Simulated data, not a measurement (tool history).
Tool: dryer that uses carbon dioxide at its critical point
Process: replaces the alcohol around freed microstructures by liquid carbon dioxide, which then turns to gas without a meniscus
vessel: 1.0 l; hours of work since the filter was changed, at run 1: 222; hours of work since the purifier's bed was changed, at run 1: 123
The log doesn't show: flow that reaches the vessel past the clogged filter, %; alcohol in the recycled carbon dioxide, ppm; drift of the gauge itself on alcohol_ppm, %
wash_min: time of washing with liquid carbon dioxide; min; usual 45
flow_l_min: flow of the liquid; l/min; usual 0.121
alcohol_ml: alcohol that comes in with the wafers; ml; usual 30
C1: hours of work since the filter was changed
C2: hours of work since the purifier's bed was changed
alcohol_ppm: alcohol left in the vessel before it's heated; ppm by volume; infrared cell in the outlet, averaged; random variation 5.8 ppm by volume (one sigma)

Run 1, day 0.000: usual settings; C1 222; C2 123. Result: alcohol_ppm 332 ppm by volume.
Run 2, day 0.567: usual settings; C1 228; C2 129. Result: alcohol_ppm 315 ppm by volume.
Run 3, day 1.275: usual settings; C1 236; C2 138. Result: alcohol_ppm 333 ppm by volume.
Run 4, day 1.892: usual settings but flow_l_min 0.091 l/min; C1 243; C2 145. Result: alcohol_ppm 952 ppm by volume.
Run 5, day 2.604: usual settings but flow_l_min 0.091 l/min; C1 252; C2 153. Result: alcohol_ppm 979 ppm by volume.
Run 6, day 2.962: usual settings but alcohol_ml 37 ml; C1 256; C2 157. Result: alcohol_ppm 415 ppm by volume.
Run 7, day 3.462: usual settings but alcohol_ml 44 ml; C1 262; C2 163. Result: alcohol_ppm 482 ppm by volume.
Run 8, day 4.033: usual settings but flow_l_min 0.136 l/min; C1 268; C2 169. Result: alcohol_ppm 228 ppm by volume.
Run 9, day 4.479: usual settings but alcohol_ml 105 ml; C1 273; C2 175. Result: alcohol_ppm 1114 ppm by volume.
Run 10, day 5.154: usual settings but flow_l_min 0.083 l/min; C1 281; C2 182. Result: alcohol_ppm 1375 ppm by volume.
Run 11, day 5.733: usual settings but flow_l_min 0.083 l/min; C1 288; C2 189. Result: alcohol_ppm 1393 ppm by volume.
At day 6.454: inlet filter changed.
Run 12, day 6.538: usual settings but flow_l_min 0.083 l/min; C1 1; C2 198. Result: alcohol_ppm 1047 ppm by volume.
Run 13, day 6.862: usual settings but flow_l_min 0.106 l/min; C1 5; C2 202. Result: alcohol_ppm 440 ppm by volume.
Run 14, day 7.525: usual settings but wash_min 42 min; C1 12; C2 209. Result: alcohol_ppm 362 ppm by volume.
Run 15, day 8.229: usual settings but wash_min 42 min; C1 20; C2 217. Result: alcohol_ppm 356 ppm by volume.
Run 16, day 8.942: usual settings but wash_min 42 min, flow_l_min 0.189 l/min, alcohol_ml 22 ml; C1 29; C2 225. Result: alcohol_ppm 91 ppm by volume.
Run 17, day 9.296: usual settings but wash_min 52 min, flow_l_min 0.124 l/min, alcohol_ml 98 ml; C1 33; C2 230. Result: alcohol_ppm 339 ppm by volume.
Run 18, day 9.867: usual settings but wash_min 43 min, flow_l_min 0.167 l/min, alcohol_ml 26 ml; C1 39; C2 236. Result: alcohol_ppm 132 ppm by volume.
Run 19, day 10.654: usual settings but flow_l_min 0.141 l/min; C1 48; C2 245. Result: alcohol_ppm 190 ppm by volume.
Run 20, day 11.233: usual settings but wash_min 32 min, flow_l_min 0.075 l/min, alcohol_ml 31 ml; C1 55; C2 252. Result: alcohol_ppm 3646 ppm by volume.
Run 21, day 11.812: usual settings but wash_min 49 min; C1 62; C2 259. Result: alcohol_ppm 233 ppm by volume.
Run 22, day 12.254: usual settings but wash_min 49 min; C1 67; C2 264. Result: alcohol_ppm 241 ppm by volume.
Run 23, day 12.808: usual settings but wash_min 50 min, flow_l_min 0.153 l/min, alcohol_ml 103 ml; C1 73; C2 270. Result: alcohol_ppm 204 ppm by volume.
Run 24, day 13.525: usual settings but wash_min 50 min, flow_l_min 0.153 l/min, alcohol_ml 103 ml; C1 81; C2 278. Result: alcohol_ppm 196 ppm by volume.
Run 25, day 14.079: usual settings but wash_min 66 min, flow_l_min 0.130 l/min, alcohol_ml 27 ml; C1 88; C2 285. Result: alcohol_ppm 115 ppm by volume.
Run 26, day 14.525: usual settings but wash_min 41 min, flow_l_min 0.130 l/min, alcohol_ml 27 ml; C1 93; C2 290. Result: alcohol_ppm 333 ppm by volume.
Run 27, day 15.271: usual settings but wash_min 41 min, flow_l_min 0.130 l/min, alcohol_ml 27 ml; C1 102; C2 298. Result: alcohol_ppm 333 ppm by volume.
Run 28, day 16.050: usual settings but flow_l_min 0.118 l/min; C1 111; C2 307. Result: alcohol_ppm 374 ppm by volume.
Run 29, day 16.650: usual settings but wash_min 50 min; C1 118; C2 314. Result: alcohol_ppm 247 ppm by volume.

3 ways to go on from here, each from the tool as it stands after run 29. What would each give?
Run A, day 17.067: usual settings but wash_min 28 min; C1 122; C2 319. Result: alcohol_ppm ?.
Run B, day 17.067: usual settings but flow_l_min 0.098 l/min, alcohol_ml 84 ml; C1 122; C2 319. Result: alcohol_ppm ?.
Run C, day 17.067: usual settings but flow_l_min 0.187 l/min; C1 122; C2 319. Result: alcohol_ppm ?.

run  alcohol_ppm
  A         1554
  B         1838
  C          145
Without the tool's hidden state the same runs would have given:
run  alcohol_ppm
  A         1269
  B         1457
  C           29
